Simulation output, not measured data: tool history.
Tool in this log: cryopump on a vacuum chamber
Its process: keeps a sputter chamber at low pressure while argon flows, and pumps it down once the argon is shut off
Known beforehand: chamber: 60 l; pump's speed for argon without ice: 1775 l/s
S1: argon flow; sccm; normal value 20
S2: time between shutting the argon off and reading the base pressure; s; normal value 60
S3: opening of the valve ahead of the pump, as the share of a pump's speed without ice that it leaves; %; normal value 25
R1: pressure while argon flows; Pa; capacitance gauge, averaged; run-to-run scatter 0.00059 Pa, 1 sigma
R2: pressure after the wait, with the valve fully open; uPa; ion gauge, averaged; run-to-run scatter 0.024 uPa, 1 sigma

| run | hour | S1 | S2 | S3 | R1 | R2 |
|---|---|---|---|---|---|---|
| 1 | 0 | 20 | 60 | 25 | 0.0767 | 1.35 |
| 2 | 30.4 | 20 | 60 | 25 | 0.0767 | 1.43 |
| 3 | 46.4 | 20 | 60 | 25 | 0.0774 | 1.43 |
| 4 | 63.2 | 20 | 60 | 25 | 0.0761 | 1.41 |
| 5 | 85.5 | 20 | 60 | 25 | 0.0756 | 1.44 |
| 6 | 108.4 | 20 | 60 | 25 | 0.0765 | 1.42 |
| 7 | 141.7 | 20 | 60 | 25 | 0.0763 | 1.42 |
| 8 | 157.3 | 20 | 60 | 25 | 0.0775 | 1.47 |
| 9 | 183.2 | 20 | 60 | 25 | 0.0791 | 1.44 |
| 10 | 207.8 | 20 | 60 | 25 | 0.0772 | 1.52 |
| 11 | 223.7 | 20 | 108 | 25 | 0.0765 | 1.15 |
| 12 | 242.5 | 13 | 64 | 25 | 0.051 | 1.4 |
| 13 | 268 | 35 | 25 | 19 | 0.1781 | 2.51 |
| 14 | 301.6 | 9 | 59 | 29 | 0.0303 | 1.54 |
| 15 | 329.6 | 23 | 29 | 16 | 0.1384 | 2.18 |
| 16 | 356.3 | 8 | 30 | 25 | 0.0312 | 2.18 |
| 17 | 388 | 15 | 251 | 32 | 0.0459 | 1.05 |
| 18 | 406.5 | 20 | 238 | 20 | 0.0959 | 0.98 |
| 19 | 441.5 | 20 | 238 | 20 | 0.0975 | 1.01 |

Run 20, settings as shown, results not yet in. Your forecast:
| 20 | 464.1 | 38 | 65 | 25 | ? | ? |

Run 20 came out at R1 0.1478 Pa, R2 1.5 uPa.
Take away the tool's hidden state, keep the run-to-run variation as it was, and the same run would have given R1 0.1442 Pa, R2 0.82 uPa.

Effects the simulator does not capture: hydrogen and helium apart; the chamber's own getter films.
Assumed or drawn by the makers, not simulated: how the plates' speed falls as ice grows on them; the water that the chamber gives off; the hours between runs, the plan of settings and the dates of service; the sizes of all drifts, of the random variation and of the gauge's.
